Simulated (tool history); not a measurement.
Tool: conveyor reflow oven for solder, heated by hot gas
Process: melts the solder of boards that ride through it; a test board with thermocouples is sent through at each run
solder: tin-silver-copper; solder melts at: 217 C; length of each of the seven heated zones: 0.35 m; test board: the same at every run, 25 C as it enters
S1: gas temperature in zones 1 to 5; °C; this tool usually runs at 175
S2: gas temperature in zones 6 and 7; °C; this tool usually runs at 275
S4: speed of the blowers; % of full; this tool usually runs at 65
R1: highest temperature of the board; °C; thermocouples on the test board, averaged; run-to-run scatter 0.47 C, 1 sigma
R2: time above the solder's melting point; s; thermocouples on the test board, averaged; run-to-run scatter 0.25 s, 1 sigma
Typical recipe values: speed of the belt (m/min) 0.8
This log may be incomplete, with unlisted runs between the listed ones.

run 1 hour=0 | S1=175 S2=275 speed_of_the_belt_(m/min)=0.8 S4=65 | R1=253.5 R2=40.1
run 2 hour=10.9 | S1=175 S2=275 speed_of_the_belt_(m/min)=0.8 S4=65 | R1=253 R2=39.9
run 3 hour=24.7 | S1=175 S2=275 speed_of_the_belt_(m/min)=0.8 S4=65 | R1=254 R2=39.6
run 4 hour=31.9 | S1=175 S2=290 speed_of_the_belt_(m/min)=0.8 S4=65 | R1=267.1 R2=45.3
run 5 hour=39.4 | S1=175 S2=290 speed_of_the_belt_(m/min)=0.8 S4=65 | R1=266.5 R2=44.9
run 6 hour=51.8 | S1=175 S2=275 speed_of_the_belt_(m/min)=0.8 S4=65 | R1=253.3 R2=39.8
run 7 hour=62.2 | S1=175 S2=275 speed_of_the_belt_(m/min)=0.8 S4=65 | R1=254.5 R2=39.3
run 8 hour=73.9 | S1=175 S2=275 speed_of_the_belt_(m/min)=0.8 S4=74 | R1=254.2 R2=40.6
run 9 hour=87.9 | S1=175 S2=275 speed_of_the_belt_(m/min)=0.8 S4=65 | R1=252 R2=39.1
run 10 hour=97.1 | S1=175 S2=275 speed_of_the_belt_(m/min)=0.8 S4=65 | R1=253.1 R2=39.2
run 11 hour=110.5 | S1=169 S2=264 speed_of_the_belt_(m/min)=0.8 S4=51 | R1=238.6 R2=28.1
run 12 hour=118.5 | S1=175 S2=275 speed_of_the_belt_(m/min)=0.77 S4=53 | R1=250.8 R2=39.4
run 13 hour=132.5 | S1=175 S2=275 speed_of_the_belt_(m/min)=0.77 S4=53 | R1=251.1 R2=39.8
run 14 hour=139.2 | S1=167 S2=275 speed_of_the_belt_(m/min)=0.936 S4=65 | R1=244.5 R2=25.6
run 15 hour=157.1 | S1=181 S2=269 speed_of_the_belt_(m/min)=0.838 S4=81 | R1=250.4 R2=38.9
run 16 hour=169.9 | S1=175 S2=275 speed_of_the_belt_(m/min)=0.686 S4=65 | R1=258.7 R2=49.8
run 17 hour=177 | S1=175 S2=275 speed_of_the_belt_(m/min)=0.686 S4=65 | R1=258.8 R2=50.1
run 18 hour=186 | S1=177 S2=275 speed_of_the_belt_(m/min)=0.686 S4=65 | R1=259.1 R2=50.5
run 19 hour=193.1 | S1=178 S2=268 speed_of_the_belt_(m/min)=0.686 S4=65 | R1=252.6 R2=47.9
run 20 hour=203.1 | S1=175 S2=275 speed_of_the_belt_(m/min)=0.757 S4=58 | R1=254.6 R2=42.1

Between the runs listed above, the log contained 2 entries, not reproduced here. Where in the sequence does each belong, and how does what the log doesn't record of the tool's condition differ from the listed run before to the listed run after?
Runs 8 to 9: flux residue cleaned out of gas plates and filters (hour 80)
  heat that the gas passes to the board, % of a clean oven's: 95.7 -> 93.6; belt's true speed, % of the reading: 99.31 -> 99.3; true gas temperature in zones 6 and 7 over the reading, C: -2.37 -> -2.38
  what was measured, less what the result would be without the hidden state, R1: -2.9 -> -3.5 °C; R2: -1.2 -> -1.6 s
Runs 14 to 15: flux residue cleaned out of gas plates and filters, once more (hour 155.3)
  heat that the gas passes to the board, % of a clean oven's: 92.4 -> 99.6; belt's true speed, % of the reading: 99.24 -> 99.23; true gas temperature in zones 6 and 7 over the reading, C: -2.49 -> -2.51
  what was measured, less what the result would be without the hidden state, R1: -4.3 -> -2 °C; R2: -2.4 -> -0.6 s
